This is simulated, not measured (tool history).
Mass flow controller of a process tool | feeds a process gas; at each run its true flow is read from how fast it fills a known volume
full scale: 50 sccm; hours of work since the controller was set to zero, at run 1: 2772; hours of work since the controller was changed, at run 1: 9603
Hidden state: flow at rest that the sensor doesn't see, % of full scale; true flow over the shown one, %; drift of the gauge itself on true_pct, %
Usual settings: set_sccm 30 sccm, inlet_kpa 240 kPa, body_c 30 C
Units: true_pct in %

run    hour  set_sccm  inlet_kpa  body_c  hours of work since the controller was set to zero  hours of work since the controller was changed  true_pct
  1     0.0        30        240      30                                                2772                                            9603    100.54
  2   269.0        10        240      30                                                2957                                            9789     98.04
  3   640.0        10        240      30                                                3213                                           10045     98.03
  4   956.2        10        240      30                                                3431                                           10263     97.90
      975.2  -- controller's zero set anew
  5  1172.9        10        240      30                                                 136                                           10412     97.19
  6  1350.3        10        240      30                                                 259                                           10535     97.11
  7  1611.2        17        177      31                                                 439                                           10715     99.14
  8  1998.5        26        240      30                                                 706                                           10982     99.88
  9  2233.4        24        277      30                                                 868                                           11144     99.53
 10  2589.9         9        192      31                                                1114                                           11390     96.24

Hidden state or all else? Some run-to-run changes of true_pct, split into what the settings, what came in and random variation would give without the hidden state, and what is left for the hidden state (with any gauge scatter that isn't in both results):
Run 9 -> 10: set_sccm 24 -> 9, inlet_kpa 277 -> 192, body_c 30 -> 31. true_pct -3.29 %: hidden state -2.89, all else -0.40.
